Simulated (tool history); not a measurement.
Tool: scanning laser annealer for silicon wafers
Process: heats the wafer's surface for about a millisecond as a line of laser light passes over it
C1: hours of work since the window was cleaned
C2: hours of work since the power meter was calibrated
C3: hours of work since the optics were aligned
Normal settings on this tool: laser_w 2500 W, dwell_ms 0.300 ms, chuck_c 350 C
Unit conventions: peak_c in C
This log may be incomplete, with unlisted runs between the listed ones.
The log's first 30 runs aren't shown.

{"run": 31, "hour": 2216.2, "laser_w": 2289, "dwell_ms": 0.251, "chuck_c": 387, "C1": 369, "C2": 2497, "C3": 581, "peak_c": 986}
{"run": 32, "hour": 2258.7, "laser_w": 2289, "dwell_ms": 0.251, "chuck_c": 387, "C1": 388, "C2": 2516, "C3": 600, "peak_c": 990}
{"run": 33, "hour": 2348.5, "laser_w": 2308, "dwell_ms": 0.251, "chuck_c": 346, "C1": 427, "C2": 2555, "C3": 639, "peak_c": 952}
{"run": 34, "hour": 2413.4, "laser_w": 2308, "dwell_ms": 0.251, "chuck_c": 346, "C1": 456, "C2": 2584, "C3": 668, "peak_c": 952}
{"run": 35, "hour": 2468.2, "laser_w": 2517, "dwell_ms": 0.251, "chuck_c": 346, "C1": 480, "C2": 2608, "C3": 692, "peak_c": 1003}
{"run": 36, "hour": 2510.8, "laser_w": 2500, "dwell_ms": 0.369, "chuck_c": 390, "C1": 498, "C2": 2627, "C3": 710, "peak_c": 1197}
{"run": 37, "hour": 2582.3, "laser_w": 2213, "dwell_ms": 0.336, "chuck_c": 325, "C1": 530, "C2": 2658, "C3": 742, "peak_c": 1010}
{"run": 38, "hour": 2655.8, "laser_w": 2213, "dwell_ms": 0.336, "chuck_c": 325, "C1": 562, "C2": 2690, "C3": 774, "peak_c": 1009}
{"run": 39, "hour": 2698.4, "laser_w": 2644, "dwell_ms": 0.214, "chuck_c": 364, "C1": 581, "C2": 2709, "C3": 793, "peak_c": 994}
{"hour": 2720.5, "done": "window over the wafer cleaned"}
{"run": 40, "hour": 2776.5, "laser_w": 2380, "dwell_ms": 0.346, "chuck_c": 385, "C1": 25, "C2": 2742, "C3": 826, "peak_c": 1130}
{"run": 41, "hour": 2876.4, "laser_w": 2305, "dwell_ms": 0.274, "chuck_c": 346, "C1": 68, "C2": 2786, "C3": 870, "peak_c": 984}
{"run": 42, "hour": 2962.6, "laser_w": 2500, "dwell_ms": 0.258, "chuck_c": 350, "C1": 106, "C2": 2824, "C3": 908, "peak_c": 1009}

Alternative continuations, all from the tool just after run 42; predict every row:
{"run": "A", "hour": 3029.9, "laser_w": 2706, "dwell_ms": 0.351, "chuck_c": 363, "C1": 136, "C2": 2854, "C3": 938, "peak_c": "?"}
{"run": "B", "hour": 3029.9, "laser_w": 2308, "dwell_ms": 0.258, "chuck_c": 350, "C1": 136, "C2": 2854, "C3": 938, "peak_c": "?"}
{"run": "C", "hour": 3029.9, "laser_w": 2500, "dwell_ms": 0.258, "chuck_c": 382, "C1": 136, "C2": 2854, "C3": 938, "peak_c": "?"}

run=A peak_c=1206
run=B peak_c=969
run=C peak_c=1048
Stripped of hidden state, with their random variation kept, the same runs would have yielded:
run=A peak_c=1207
run=B peak_c=970
run=C peak_c=1048

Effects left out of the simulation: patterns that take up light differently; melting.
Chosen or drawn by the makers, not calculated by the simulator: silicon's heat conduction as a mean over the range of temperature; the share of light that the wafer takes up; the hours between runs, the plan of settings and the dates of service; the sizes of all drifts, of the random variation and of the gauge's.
